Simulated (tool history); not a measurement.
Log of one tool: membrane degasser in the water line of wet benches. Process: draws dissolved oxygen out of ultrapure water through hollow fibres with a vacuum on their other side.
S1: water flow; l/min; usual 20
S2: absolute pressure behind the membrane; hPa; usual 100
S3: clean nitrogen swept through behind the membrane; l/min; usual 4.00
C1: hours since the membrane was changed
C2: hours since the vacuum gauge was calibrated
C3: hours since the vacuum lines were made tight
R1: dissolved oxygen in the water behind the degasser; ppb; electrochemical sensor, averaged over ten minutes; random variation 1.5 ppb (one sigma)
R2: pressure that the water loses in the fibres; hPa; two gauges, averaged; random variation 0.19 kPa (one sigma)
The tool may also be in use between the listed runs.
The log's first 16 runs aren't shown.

| run | hour | S1 | S2 | S3 | C1 | C2 | C3 | R1 | R2 |
|---|---|---|---|---|---|---|---|---|---|
| 17 | 743.1 | 21 | 113 | 1.90 | 2182 | 2949 | 66 | 293.7 | 386.7 |
| 18 | 809.4 | 20 | 113 | 11.53 | 2248 | 3015 | 133 | 114.2 | 370.4 |
|  | 813.8 | vacuum gauge calibrated |
| 19 | 873.2 | 30 | 157 | 11.53 | 2312 | 59 | 196 | 344.6 | 558.8 |
| 20 | 916.3 | 12 | 188 | 11.53 | 2355 | 102 | 239 | 50.9 | 222.7 |
|  | 925.5 | vacuum gauge calibrated, once more |
| 21 | 948.5 | 26 | 85 | 4.00 | 2387 | 23 | 271 | 262.7 | 483.5 |
| 22 | 1012.6 | 13 | 100 | 1.89 | 2451 | 87 | 335 | 127.9 | 240.2 |
| 23 | 1048.0 | 17 | 118 | 1.89 | 2486 | 122 | 370 | 225.3 | 316.9 |
| 24 | 1105.6 | 25 | 100 | 4.00 | 2544 | 180 | 428 | 260.0 | 465.2 |
| 25 | 1149.6 | 20 | 100 | 2.16 | 2588 | 224 | 472 | 224.1 | 371.3 |
| 26 | 1179.9 | 15 | 222 | 2.16 | 2618 | 254 | 502 | 340.7 | 277.2 |
| 27 | 1231.5 | 15 | 222 | 2.16 | 2670 | 306 | 554 | 338.1 | 279.4 |
| 28 | 1298.4 | 20 | 248 | 10.73 | 2736 | 373 | 621 | 181.0 | 374.2 |
| 29 | 1361.6 | 20 | 100 | 7.38 | 2800 | 436 | 684 | 129.7 | 374.3 |
| 30 | 1390.8 | 20 | 100 | 7.38 | 2829 | 465 | 713 | 130.2 | 372.4 |
| 31 | 1430.2 | 20 | 206 | 4.00 | 2868 | 505 | 752 | 297.6 | 374.3 |
| 32 | 1486.8 | 13 | 100 | 4.00 | 2925 | 561 | 809 | 71.6 | 243.5 |

4 ways to go on from here, each from the tool as it stands after run 32. What would each give?
| A | 1540.9 | 13 | 100 | 9.67 | 2979 | 615 | 863 | ? | ? |
| B | 1540.9 | 12 | 157 | 4.00 | 2979 | 615 | 863 | ? | ? |
| C | 1540.9 | 32 | 100 | 2.81 | 2979 | 615 | 863 | ? | ? |
| D | 1540.9 | 13 | 100 | 11.66 | 2979 | 615 | 863 | ? | ? |

| run | R1 | R2 |
|---|---|---|
| A | 38.2 | 244.2 |
| B | 105.7 | 225.6 |
| C | 489.4 | 596.8 |
| D | 35.6 | 239.9 |
Without the tool's hidden state the same runs would have given:
| run | R1 | R2 |
|---|---|---|
| A | 34.6 | 235.8 |
| B | 101.7 | 217.9 |
| C | 453.0 | 576.0 |
| D | 32.0 | 231.5 |
